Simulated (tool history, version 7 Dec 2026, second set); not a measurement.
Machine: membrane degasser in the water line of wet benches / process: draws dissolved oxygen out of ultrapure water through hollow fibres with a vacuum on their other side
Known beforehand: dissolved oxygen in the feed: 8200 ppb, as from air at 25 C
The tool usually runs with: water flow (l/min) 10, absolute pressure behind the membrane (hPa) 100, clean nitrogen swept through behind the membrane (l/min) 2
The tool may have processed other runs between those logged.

| run | hour | water flow (l/min) | absolute pressure behind the membrane (hPa) | clean nitrogen swept through behind the membrane (l/min) | dissolved oxygen in the water behind the degasser (ppb) | pressure that the water loses in the fibres (hPa) |
|---|---|---|---|---|---|---|
| 1 | 0 | 10 | 100 | 2 | 89.1 | 654.5 |
| 2 | 51.5 | 10 | 100 | 2 | 88.4 | 652.1 |
| 3 | 120.4 | 10 | 100 | 2 | 89.9 | 652.2 |
| 4 | 161.3 | 7 | 100 | 2 | 62 | 453.5 |
| 5 | 213.9 | 10 | 100 | 2 | 91 | 652.7 |
| 6 | 256.5 | 10 | 100 | 2 | 89.4 | 654.4 |
| 7 | 304.2 | 10 | 100 | 2 | 89.1 | 654.6 |
| 8 | 350.4 | 10 | 100 | 4.22 | 46.7 | 660.4 |
| 9 | 430.1 | 10 | 100 | 2 | 89.3 | 650.2 |
| 10 | 477.3 | 10 | 100 | 2 | 89 | 652 |
| 11 | 524.7 | 10 | 100 | 2 | 91.3 | 658.7 |
| 12 | 597.9 | 10 | 100 | 2 | 89.2 | 654.1 |
| 13 | 643.6 | 10 | 100 | 2 | 91.5 | 652.5 |
| 14 | 725.4 | 10 | 100 | 2 | 91 | 655.8 |
| 15 | 783.3 | 10 | 88 | 2 | 75.5 | 653.4 |
| 16 | 852.7 | 10 | 88 | 2 | 75.3 | 655.5 |
| 17 | 895.4 | 10 | 88 | 2 | 76.7 | 656 |
| 18 | 952.2 | 10 | 134 | 2 | 133.7 | 655.4 |
| 19 | 997.9 | 10 | 134 | 2 | 132.5 | 655.7 |
| 20 | 1067.8 | 7 | 76 | 1.1 | 73.8 | 458.4 |
| 21 | 1140.6 | 7 | 137 | 4.35 | 45.6 | 458.9 |
| 22 | 1184.7 | 10 | 135 | 1.21 | 213.6 | 656.2 |
| 23 | 1246 | 10 | 135 | 1.21 | 210.9 | 652.6 |
| 24 | 1302.2 | 10 | 124 | 4.54 | 57.1 | 653.5 |
| 25 | 1382.1 | 10 | 124 | 4.54 | 57.9 | 656.1 |
| 26 | 1436.2 | 10 | 124 | 4.54 | 57.8 | 656.2 |
| 27 | 1497.2 | 11 | 213 | 2 | 249.8 | 721.5 |
| 28 | 1563.8 | 11 | 213 | 2 | 253 | 721.3 |
| 29 | 1609.2 | 14 | 100 | 2 | 140.1 | 920 |
| 30 | 1670.2 | 10 | 115 | 2 | 110.4 | 655 |
| 31 | 1745.4 | 10 | 115 | 2 | 109.3 | 657.6 |
| 32 | 1819.5 | 11 | 84 | 2.22 | 73.4 | 721.8 |

Taken out of this log: 2 entries between the listed runs. Where each belongs, and how the hidden state differs across it:
Run 17 -> run 18: vacuum gauge calibrated (hour 899.9)
  membrane still open, %: 98.8 -> 98.7; true pressure behind the membrane over the reading, kPa: 0.02 -> 0.03; air that leaks in behind the membrane, l/min: 0.0161 -> 0.0163
  difference, measured minus the result without the unlogged condition, dissolved oxygen in the water behind the degasser (ppb): +3.4 -> +5.8; pressure that the water loses in the fibres (hPa): +8.2 -> +8.4
Run 24 -> run 25: vacuum gauge calibrated, once more (hour 1319.7)
  membrane still open, %: 98.6 -> 98.5; true pressure behind the membrane over the reading, kPa: 0.04 -> -0.01; air that leaks in behind the membrane, l/min: 0.0176 -> 0.0179
  difference, measured minus the result without the unlogged condition, dissolved oxygen in the water behind the degasser (ppb): +3.1 -> +3; pressure that the water loses in the fibres (hPa): +9.3 -> +9.6
